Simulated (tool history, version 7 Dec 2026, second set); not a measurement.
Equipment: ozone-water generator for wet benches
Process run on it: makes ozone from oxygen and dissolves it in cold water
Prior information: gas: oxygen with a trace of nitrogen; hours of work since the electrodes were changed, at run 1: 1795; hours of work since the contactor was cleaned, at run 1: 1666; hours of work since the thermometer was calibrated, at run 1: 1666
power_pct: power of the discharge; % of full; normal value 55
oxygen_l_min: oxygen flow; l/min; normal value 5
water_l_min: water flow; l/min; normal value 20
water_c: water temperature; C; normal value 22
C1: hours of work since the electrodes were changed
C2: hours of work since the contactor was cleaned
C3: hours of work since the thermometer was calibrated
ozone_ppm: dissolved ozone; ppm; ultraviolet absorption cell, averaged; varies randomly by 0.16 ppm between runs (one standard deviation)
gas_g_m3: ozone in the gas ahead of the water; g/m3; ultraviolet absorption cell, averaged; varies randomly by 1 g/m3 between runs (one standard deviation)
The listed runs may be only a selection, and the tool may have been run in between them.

Run 1, hour 0: usual settings; C1 1795; C2 1666; C3 1666. Result: ozone_ppm 18.5 ppm, gas_g_m3 167.6 g/m3.
Run 2, hour 177.8: usual settings; C1 1909; C2 1780; C3 1780. Result: ozone_ppm 18.4 ppm, gas_g_m3 165.4 g/m3.
Run 3, hour 375: usual settings but oxygen_l_min 2.72 l/min; C1 2036; C2 1907; C3 1907. Result: ozone_ppm 18 ppm, gas_g_m3 233.9 g/m3.
Run 4, hour 474.5: usual settings but oxygen_l_min 2.72 l/min; C1 2100; C2 1971; C3 1971. Result: ozone_ppm 17.8 ppm, gas_g_m3 235.7 g/m3.
Run 5, hour 679.6: usual settings but oxygen_l_min 2.72 l/min; C1 2232; C2 2103; C3 2103. Result: ozone_ppm 17.8 ppm, gas_g_m3 232.8 g/m3.
Run 6, hour 869.3: usual settings but oxygen_l_min 2.74 l/min; C1 2354; C2 2225; C3 2225. Result: ozone_ppm 17.7 ppm, gas_g_m3 232.8 g/m3.
Run 7, hour 1013.3: usual settings but oxygen_l_min 2.74 l/min, water_l_min 13 l/min; C1 2446; C2 2317; C3 2317. Result: ozone_ppm 24.5 ppm, gas_g_m3 232.4 g/m3.
Run 8, hour 1159.6: usual settings but oxygen_l_min 2.74 l/min, water_l_min 13 l/min; C1 2540; C2 2411; C3 2411. Result: ozone_ppm 24.7 ppm, gas_g_m3 227.3 g/m3.
At hour 1179.6: water thermometer calibrated.
Run 9, hour 1301.5: usual settings but oxygen_l_min 2.74 l/min, water_l_min 13 l/min; C1 2631; C2 2502; C3 78. Result: ozone_ppm 24.4 ppm, gas_g_m3 230 g/m3.
Run 10, hour 1460.7: usual settings but oxygen_l_min 2.74 l/min, water_l_min 13 l/min, water_c 21 C; C1 2734; C2 2605; C3 181. Result: ozone_ppm 24.8 ppm, gas_g_m3 228.9 g/m3.
Run 11, hour 1619.5: usual settings but oxygen_l_min 2.74 l/min, water_l_min 13 l/min, water_c 21 C; C1 2836; C2 2707; C3 283. Result: ozone_ppm 24.4 ppm, gas_g_m3 227.8 g/m3.
Run 12, hour 1776.7: usual settings; C1 2937; C2 2808; C3 384. Result: ozone_ppm 17.8 ppm, gas_g_m3 161.1 g/m3.
Run 13, hour 1937.4: usual settings; C1 3040; C2 2911; C3 487. Result: ozone_ppm 17.6 ppm, gas_g_m3 161.6 g/m3.
Run 14, hour 2096.4: usual settings; C1 3142; C2 3013; C3 589. Result: ozone_ppm 17.7 ppm, gas_g_m3 161.1 g/m3.
Run 15, hour 2246.1: usual settings; C1 3238; C2 3109; C3 686. Result: ozone_ppm 17.5 ppm, gas_g_m3 160.7 g/m3.
Run 16, hour 2341.4: usual settings; C1 3300; C2 3171; C3 747. Result: ozone_ppm 17.5 ppm, gas_g_m3 160 g/m3.
Run 17, hour 2436.5: usual settings but power_pct 43 % of full, oxygen_l_min 6.83 l/min, water_l_min 23 l/min; C1 3361; C2 3232; C3 808. Result: ozone_ppm 13 ppm, gas_g_m3 111.2 g/m3.
At hour 2506.3: water thermometer calibrated, once more.
Run 18, hour 2591.6: usual settings but power_pct 43 % of full, oxygen_l_min 6.99 l/min, water_l_min 23 l/min, water_c 14 C; C1 3460; C2 3331; C3 55. Result: ozone_ppm 14.7 ppm, gas_g_m3 111.2 g/m3.

Run 19 is up next; what results do you expect?
Run 19, hour 2696.7: usual settings but power_pct 43 % of full, oxygen_l_min 6.99 l/min, water_l_min 23 l/min, water_c 14 C; C1 3528; C2 3399; C3 122. Result: ozone_ppm ?, gas_g_m3 ?.

{"run 19": {"ozone_ppm": 14.8, "gas_g_m3": 110.8}}
Take away the tool's hidden state, keep the run-to-run variation as it was, and the same run would have given ozone_ppm 16.5 ppm, gas_g_m3 120.3 g/m3.
